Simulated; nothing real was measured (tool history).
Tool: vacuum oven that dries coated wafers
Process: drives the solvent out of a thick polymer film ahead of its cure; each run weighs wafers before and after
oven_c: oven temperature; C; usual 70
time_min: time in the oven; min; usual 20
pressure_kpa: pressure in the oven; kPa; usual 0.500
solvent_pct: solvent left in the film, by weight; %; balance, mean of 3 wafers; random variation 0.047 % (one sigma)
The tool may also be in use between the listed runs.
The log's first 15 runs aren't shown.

| run | hour | oven_c | time_min | pressure_kpa | solvent_pct |
|---|---|---|---|---|---|
| 16 | 262.1 | 75 | 20 | 0.536 | 2.95 |
| 17 | 281.5 | 70 | 20 | 0.500 | 4.07 |
| 18 | 293.7 | 70 | 20 | 0.500 | 3.99 |
| 19 | 304.6 | 79 | 10 | 1.535 | 5.83 |
| 20 | 317.1 | 79 | 10 | 1.535 | 5.84 |
| 21 | 326.6 | 75 | 20 | 1.535 | 3.20 |
| 22 | 339.6 | 63 | 21 | 0.500 | 5.43 |
| 23 | 358.8 | 63 | 21 | 0.500 | 5.50 |
| 24 | 369.9 | 63 | 21 | 0.500 | 5.52 |
|  | 373.2 | vacuum gauge cleaned of residue and calibrated |
| 25 | 391.8 | 62 | 27 | 0.824 | 4.49 |
| 26 | 403.7 | 68 | 20 | 1.200 | 4.80 |
| 27 | 422.2 | 78 | 14 | 1.200 | 4.19 |
| 28 | 437.8 | 59 | 20 | 0.587 | 6.77 |
|  | 441.0 | vacuum gauge cleaned of residue and calibrated, once more |
| 29 | 456.8 | 59 | 20 | 0.587 | 6.79 |
| 30 | 475.9 | 59 | 20 | 0.587 | 6.71 |
| 31 | 494.6 | 70 | 20 | 0.304 | 3.94 |
| 32 | 517.7 | 70 | 20 | 0.760 | 4.02 |
| 33 | 531.9 | 75 | 12 | 0.907 | 5.54 |
| 34 | 544.9 | 79 | 20 | 0.500 | 2.09 |
| 35 | 561.9 | 81 | 20 | 1.095 | 1.90 |
| 36 | 575.0 | 66 | 19 | 0.414 | 5.16 |

4 ways to go on from here, each from the tool as it stands after run 36. What would each give?
| A | 590.8 | 84 | 18 | 1.113 | ? |
| B | 590.8 | 55 | 20 | 0.500 | ? |
| C | 590.8 | 70 | 18 | 0.500 | ? |
| D | 590.8 | 61 | 19 | 1.392 | ? |

| run | solvent_pct |
|---|---|
| A | 1.81 |
| B | 7.69 |
| C | 4.52 |
| D | 6.80 |
Without the tool's hidden state the same runs would have given:
| run | solvent_pct |
|---|---|
| A | 1.98 |
| B | 7.96 |
| C | 4.80 |
| D | 7.10 |
